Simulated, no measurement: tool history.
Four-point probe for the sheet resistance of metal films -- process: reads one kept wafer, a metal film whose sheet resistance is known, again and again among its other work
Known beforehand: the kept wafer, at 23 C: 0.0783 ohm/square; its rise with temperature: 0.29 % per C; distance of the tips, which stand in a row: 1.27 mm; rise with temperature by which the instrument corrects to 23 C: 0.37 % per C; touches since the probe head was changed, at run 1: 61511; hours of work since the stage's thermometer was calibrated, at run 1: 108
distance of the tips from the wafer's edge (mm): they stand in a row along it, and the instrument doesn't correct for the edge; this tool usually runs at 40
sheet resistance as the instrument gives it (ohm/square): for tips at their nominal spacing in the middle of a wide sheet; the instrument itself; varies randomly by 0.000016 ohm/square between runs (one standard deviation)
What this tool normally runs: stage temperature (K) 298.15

run	day	stage temperature (K)	distance of the tips from the wafer's edge (mm)	touches since the probe head was changed	hours of work since the stage's thermometer was calibrated	sheet resistance as the instrument gives it (ohm/square)
1	0	298.15	40	61511	108	0.078815
2	4.562	298.15	40	63764	193	0.078844
3	7.692	296.15	40	65307	251	0.078964
4	13.596	296.15	40	68224	361	0.078958
5	17.804	296.15	40	70300	439	0.078983
6	22.912	296.15	40	72822	534	0.078979
7	27.096	305.15	40	74887	612	0.078468
8	30.883	298.15	66	76758	682	0.07885
9	33.488	298.15	40	78042	731	0.078884
10	36.871	298.15	40	79712	794	0.078923
11	41.117	298.15	40	81809	873	0.078883
12	46.308	298.15	40	84372	969	0.078926
13	50.25	298.15	40	86318	1043	0.078935
14	55.662	298.15	40	88990	1143	0.078943
15	60.029	305.15	40	91145	1224	0.078576
16	64.638	298.15	40	93421	1310	0.078969
17	69.592	298.15	40	95867	1402	0.079001
18	72.212	298.15	40	97159	1451	0.079013
19	77.121	298.15	40	99583	1542	0.079001
20	80.95	298.15	40	101473	1613	0.078991
21	86.708	298.15	40	104317	1720	0.079032
22	92.112	298.15	40	106984	1821	0.079081
23	97.517	298.15	5	109652	1921	0.081658
24	103.412	298.15	5	112562	2031	0.081692
25	108.854	292.15	13	115249	2132	0.079821
26	112.067	293.15	4	116835	2192	0.083429
27	115.9	293.15	4	118726	2263	0.083449
28	118.429	304.15	3	119976	2310	0.085594
# day 118.938: stage's thermometer calibrated
29	122.542	297.15	46	121996	67	0.079228
30	126.738	297.15	46	124067	145	0.079233
31	132.517	297.15	46	126920	252	0.079259
32	135.358	298.15	6	128322	305	0.081017
# day 136.879: stage's thermometer calibrated, once more
33	138.296	298.15	6	129762	26	0.080864
34	141.7	295.15	40	131444	90	0.079228
35	145.692	295.15	9	133413	164	0.080034
36	150.042	293.15	4	135560	245	0.083366
37	154.517	300.15	4	137770	328	0.082964
38	157.696	300.15	4	139339	387	0.082972
39	162.112	300.15	4	141519	469	0.08294
40	166.671	300.15	4	143770	554	0.083021
41	171.812	306.15	5	146308	649	0.081229
42	176.038	293.15	9	148393	728	0.08024
43	181.404	292.15	21	151044	828	0.079628
44	185.675	299.15	6	153151	907	0.080898

For each entry between runs, how does the tool's hidden state at the last listed run before it compare with that at the first listed run after it?
Logged between run 28 and run 29: stage's thermometer calibrated (day 118.938)
  inner tips' distance over the nominal, %: 0.918 -> 0.924; tips' flats over new ones', %: 91 -> 93; wafer's true temperature over the reading, C: 0.54 -> 0.7
  what was measured, less what the result would be without the hidden state, sheet resistance as the instrument gives it (ohm/square): +0.000968 -> +0.000947
Logged between run 32 and run 33: stage's thermometer calibrated, once more (day 136.879)
  inner tips' distance over the nominal, %: 0.946 -> 0.952; tips' flats over new ones', %: 98 -> 99; wafer's true temperature over the reading, C: 0.76 -> 0.01
  what was measured, less what the result would be without the hidden state, sheet resistance as the instrument gives it (ohm/square): +0.000999 -> +0.000826

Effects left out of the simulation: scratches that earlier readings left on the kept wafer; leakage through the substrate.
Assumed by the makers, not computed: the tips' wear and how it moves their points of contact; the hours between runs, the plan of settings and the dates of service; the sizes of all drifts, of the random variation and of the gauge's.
